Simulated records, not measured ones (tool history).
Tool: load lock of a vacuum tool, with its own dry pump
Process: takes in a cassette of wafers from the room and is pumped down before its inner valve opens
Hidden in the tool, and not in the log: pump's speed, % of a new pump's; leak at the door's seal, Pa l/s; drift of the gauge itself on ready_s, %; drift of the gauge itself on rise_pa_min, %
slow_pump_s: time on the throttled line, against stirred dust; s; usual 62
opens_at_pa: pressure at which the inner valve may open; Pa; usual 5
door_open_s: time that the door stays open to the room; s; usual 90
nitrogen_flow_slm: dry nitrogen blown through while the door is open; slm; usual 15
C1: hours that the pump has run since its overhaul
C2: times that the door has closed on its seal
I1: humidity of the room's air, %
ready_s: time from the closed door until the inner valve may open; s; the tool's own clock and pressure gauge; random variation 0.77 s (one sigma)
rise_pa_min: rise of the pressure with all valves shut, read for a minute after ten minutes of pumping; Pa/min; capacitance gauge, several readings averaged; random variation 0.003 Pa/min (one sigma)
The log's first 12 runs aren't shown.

run 13 hour=1282.1 | slow_pump_s=62 opens_at_pa=5 door_open_s=90 nitrogen_flow_slm=15 | C1=7124 C2=15619 | I1=43.4 | ready_s=125 rise_pa_min=0.12
run 14 hour=1342.6 | slow_pump_s=62 opens_at_pa=5 door_open_s=90 nitrogen_flow_slm=15 | C1=7184 C2=15848 | I1=42.8 | ready_s=123.4 rise_pa_min=0.115
run 15 hour=1404.5 | slow_pump_s=62 opens_at_pa=5 door_open_s=90 nitrogen_flow_slm=15 | C1=7246 C2=16082 | I1=44.7 | ready_s=123.9 rise_pa_min=0.116
run 16 hour=1490.8 | slow_pump_s=83 opens_at_pa=5 door_open_s=90 nitrogen_flow_slm=15 | C1=7332 C2=16409 | I1=46.1 | ready_s=141.7 rise_pa_min=0.13
run 17 hour=1580.1 | slow_pump_s=83 opens_at_pa=5 door_open_s=90 nitrogen_flow_slm=15 | C1=7422 C2=16747 | I1=45 | ready_s=141.7 rise_pa_min=0.133
run 18 hour=1670.1 | slow_pump_s=83 opens_at_pa=5 door_open_s=90 nitrogen_flow_slm=15 | C1=7512 C2=17087 | I1=43.4 | ready_s=141.4 rise_pa_min=0.131
run 19 hour=1760.1 | slow_pump_s=83 opens_at_pa=5 door_open_s=90 nitrogen_flow_slm=15 | C1=7602 C2=17428 | I1=42.3 | ready_s=142.1 rise_pa_min=0.134
run 20 hour=1822.8 | slow_pump_s=83 opens_at_pa=5 door_open_s=90 nitrogen_flow_slm=15 | C1=7664 C2=17665 | I1=45 | ready_s=144 rise_pa_min=0.129
run 21 hour=1887.3 | slow_pump_s=32 opens_at_pa=5 door_open_s=149 nitrogen_flow_slm=15 | C1=7729 C2=17909 | I1=46.2 | ready_s=99.5 rise_pa_min=0.143
run 22 hour=2013.3 | slow_pump_s=110 opens_at_pa=4 door_open_s=28 nitrogen_flow_slm=6 | C1=7855 C2=18386 | I1=45.1 | ready_s=166.8 rise_pa_min=0.141
run 23 hour=2129.6 | slow_pump_s=90 opens_at_pa=5 door_open_s=90 nitrogen_flow_slm=15 | C1=7971 C2=18826 | I1=42.9 | ready_s=147.9 rise_pa_min=0.149
run 24 hour=2208.5 | slow_pump_s=62 opens_at_pa=7 door_open_s=90 nitrogen_flow_slm=15 | C1=8050 C2=19124 | I1=46.4 | ready_s=122.4 rise_pa_min=0.153
run 25 hour=2335 | slow_pump_s=62 opens_at_pa=7 door_open_s=90 nitrogen_flow_slm=15 | C1=8177 C2=19603 | I1=44.5 | ready_s=122.2 rise_pa_min=0.159
run 26 hour=2456.5 | slow_pump_s=62 opens_at_pa=7 door_open_s=90 nitrogen_flow_slm=15 | C1=8298 C2=20063 | I1=45.8 | ready_s=122.9 rise_pa_min=0.163
run 27 hour=2530.3 | slow_pump_s=62 opens_at_pa=7 door_open_s=90 nitrogen_flow_slm=15 | C1=8372 C2=20342 | I1=45.2 | ready_s=123.8 rise_pa_min=0.168
run 28 hour=2662.1 | slow_pump_s=71 opens_at_pa=4 door_open_s=84 nitrogen_flow_slm=15 | C1=8504 C2=20841 | I1=43.8 | ready_s=134.2 rise_pa_min=0.171
run 29 hour=2796.8 | slow_pump_s=109 opens_at_pa=5 door_open_s=90 nitrogen_flow_slm=15 | C1=8638 C2=21350 | I1=47.2 | ready_s=162.7 rise_pa_min=0.182
run 30 hour=2866.5 | slow_pump_s=67 opens_at_pa=5 door_open_s=90 nitrogen_flow_slm=15 | C1=8708 C2=21614 | I1=46.3 | ready_s=130.9 rise_pa_min=0.183
run 31 hour=2949.6 | slow_pump_s=64 opens_at_pa=10 door_open_s=90 nitrogen_flow_slm=30 | C1=8791 C2=21929 | I1=45.8 | ready_s=121.8 rise_pa_min=0.182
run 32 hour=3009.9 | slow_pump_s=64 opens_at_pa=10 door_open_s=90 nitrogen_flow_slm=30 | C1=8851 C2=22157 | I1=42 | ready_s=122.1 rise_pa_min=0.17
run 33 hour=3130.3 | slow_pump_s=64 opens_at_pa=10 door_open_s=136 nitrogen_flow_slm=14 | C1=8972 C2=22612 | I1=45 | ready_s=120.3 rise_pa_min=0.188
run 34 hour=3216.4 | slow_pump_s=62 opens_at_pa=8 door_open_s=90 nitrogen_flow_slm=15 | C1=9058 C2=22938 | I1=46 | ready_s=122.3 rise_pa_min=0.199
run 35 hour=3277.9 | slow_pump_s=62 opens_at_pa=8 door_open_s=90 nitrogen_flow_slm=15 | C1=9120 C2=23171 | I1=46.6 | ready_s=122.1 rise_pa_min=0.193
run 36 hour=3401.8 | slow_pump_s=108 opens_at_pa=5 door_open_s=45 nitrogen_flow_slm=7 | C1=9243 C2=23640 | I1=44.6 | ready_s=164.9 rise_pa_min=0.207
run 37 hour=3531.9 | slow_pump_s=108 opens_at_pa=5 door_open_s=45 nitrogen_flow_slm=7 | C1=9374 C2=24132 | I1=43.1 | ready_s=164.8 rise_pa_min=0.2

4 ways to go on from here, each from the tool as it stands after run 37. What would each give?
run A hour=3604.9 | slow_pump_s=62 opens_at_pa=5 door_open_s=95 nitrogen_flow_slm=15 | C1=9446 C2=24408 | I1=46.5 | ready_s=? rise_pa_min=?
run B hour=3604.9 | slow_pump_s=38 opens_at_pa=8 door_open_s=41 nitrogen_flow_slm=15 | C1=9446 C2=24408 | I1=45.4 | ready_s=? rise_pa_min=?
run C hour=3604.9 | slow_pump_s=62 opens_at_pa=7 door_open_s=97 nitrogen_flow_slm=6 | C1=9446 C2=24408 | I1=43.7 | ready_s=? rise_pa_min=?
run D hour=3604.9 | slow_pump_s=108 opens_at_pa=5 door_open_s=78 nitrogen_flow_slm=37 | C1=9446 C2=24408 | I1=44.6 | ready_s=? rise_pa_min=?

run=A ready_s=126.7 rise_pa_min=0.21
run=B ready_s=103.2 rise_pa_min=0.2
run=C ready_s=125.6 rise_pa_min=0.224
run=D ready_s=164.4 rise_pa_min=0.198
Without the tool's hidden state the same runs would have given:
run=A ready_s=118.9 rise_pa_min=0.026
run=B ready_s=95.3 rise_pa_min=0.017
run=C ready_s=118 rise_pa_min=0.043
run=D ready_s=157.5 rise_pa_min=0.013
